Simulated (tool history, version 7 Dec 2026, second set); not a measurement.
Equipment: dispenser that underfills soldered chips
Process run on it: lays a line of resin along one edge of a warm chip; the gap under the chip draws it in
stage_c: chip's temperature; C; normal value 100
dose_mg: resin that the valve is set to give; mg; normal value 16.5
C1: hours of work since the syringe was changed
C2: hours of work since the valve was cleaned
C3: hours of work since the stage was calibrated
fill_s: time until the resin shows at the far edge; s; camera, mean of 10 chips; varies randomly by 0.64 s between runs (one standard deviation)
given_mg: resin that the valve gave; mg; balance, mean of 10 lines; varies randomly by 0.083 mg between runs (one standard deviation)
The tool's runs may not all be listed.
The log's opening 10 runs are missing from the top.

run 11 day=4.958 | stage_c=105 dose_mg=16.5 | C1=7 C2=16 C3=240 | fill_s=62.9 given_mg=16.34
-- day=5.275 new syringe of resin
run 12 day=5.275 | stage_c=105 dose_mg=16.5 | C1=0 C2=21 C3=244 | fill_s=45.3 given_mg=16.33
run 13 day=5.854 | stage_c=105 dose_mg=16.5 | C1=9 C2=30 C3=254 | fill_s=72.1 given_mg=16.3
-- day=6.008 new syringe of resin
run 14 day=6.338 | stage_c=100 dose_mg=16.5 | C1=5 C2=38 C3=261 | fill_s=71.4 given_mg=16.18
-- day=6.733 new syringe of resin
run 15 day=6.858 | stage_c=100 dose_mg=16.5 | C1=2 C2=46 C3=269 | fill_s=61.2 given_mg=16.26
run 16 day=7.396 | stage_c=100 dose_mg=16.5 | C1=11 C2=55 C3=278 | fill_s=94.7 given_mg=15.94
-- day=7.471 new syringe of resin
run 17 day=7.896 | stage_c=100 dose_mg=16.5 | C1=7 C2=62 C3=286 | fill_s=78.4 given_mg=15.85
-- day=8.188 new syringe of resin
run 18 day=8.225 | stage_c=102 dose_mg=20.2 | C1=1 C2=68 C3=291 | fill_s=51.6 given_mg=19.29
run 19 day=8.638 | stage_c=112 dose_mg=14.7 | C1=7 C2=74 C3=297 | fill_s=50.5 given_mg=13.99
-- day=8.921 new syringe of resin
-- day=9.125 dispensing valve cleaned and set on the balance
run 20 day=9.242 | stage_c=106 dose_mg=14.3 | C1=4 C2=2 C3=306 | fill_s=55 given_mg=14.23
-- day=9.708 new syringe of resin
run 21 day=9.788 | stage_c=106 dose_mg=14.3 | C1=1 C2=10 C3=315 | fill_s=47.2 given_mg=14.27
-- day=10.458 new syringe of resin
run 22 day=10.458 | stage_c=91 dose_mg=14.3 | C1=0 C2=21 C3=325 | fill_s=82.3 given_mg=14.02
run 23 day=10.842 | stage_c=91 dose_mg=14.3 | C1=6 C2=27 C3=331 | fill_s=113.3 given_mg=14.03
-- day=11.204 new syringe of resin
run 24 day=11.288 | stage_c=96 dose_mg=17.5 | C1=1 C2=34 C3=338 | fill_s=70 given_mg=16.92
run 25 day=11.771 | stage_c=86 dose_mg=16.5 | C1=9 C2=42 C3=346 | fill_s=159.2 given_mg=16.06
-- day=11.946 new syringe of resin
run 26 day=12.154 | stage_c=86 dose_mg=16.5 | C1=3 C2=48 C3=352 | fill_s=119.2 given_mg=16.05
-- day=12.696 new syringe of resin
run 27 day=12.85 | stage_c=95 dose_mg=16.9 | C1=2 C2=59 C3=363 | fill_s=76.3 given_mg=16.18
-- day=13.458 new syringe of resin
run 28 day=13.471 | stage_c=114 dose_mg=14.6 | C1=0 C2=68 C3=373 | fill_s=32.4 given_mg=13.95
run 29 day=14.1 | stage_c=114 dose_mg=14.6 | C1=10 C2=78 C3=383 | fill_s=54 given_mg=13.76
-- day=14.229 new syringe of resin
-- day=14.329 dispensing valve cleaned and set on the balance
run 30 day=14.633 | stage_c=91 dose_mg=17.5 | C1=6 C2=5 C3=390 | fill_s=106.7 given_mg=17.42
-- day=15.004 new syringe of resin
run 31 day=15.096 | stage_c=94 dose_mg=20.5 | C1=1 C2=12 C3=398 | fill_s=72.8 given_mg=20.29
run 32 day=15.612 | stage_c=96 dose_mg=21.1 | C1=10 C2=20 C3=406 | fill_s=100.9 given_mg=20.7
-- day=15.746 new syringe of resin
run 33 day=16.179 | stage_c=97 dose_mg=18.3 | C1=7 C2=29 C3=415 | fill_s=88.3 given_mg=17.99
-- day=16.488 new syringe of resin
run 34 day=16.854 | stage_c=112 dose_mg=17.3 | C1=6 C2=40 C3=425 | fill_s=45.1 given_mg=16.73

3 options for the next run, each taken on its own from the tool as it stands now. Forecast them:
run A day=17.192 | stage_c=92 dose_mg=18.2 | C1=11 C2=45 C3=431 | fill_s=? given_mg=?
run B day=17.192 | stage_c=87 dose_mg=14.1 | C1=11 C2=45 C3=431 | fill_s=? given_mg=?
run C day=17.192 | stage_c=87 dose_mg=21.2 | C1=11 C2=45 C3=431 | fill_s=? given_mg=?

run=A fill_s=133.9 given_mg=17.59
run=B fill_s=173.4 given_mg=13.72
run=C fill_s=166.4 given_mg=20.47
With the hidden condition removed and each run's random variation left untouched, the same runs would have given:
run=A fill_s=78 given_mg=18.16
run=B fill_s=100.6 given_mg=14.17
run=C fill_s=96.9 given_mg=21.15
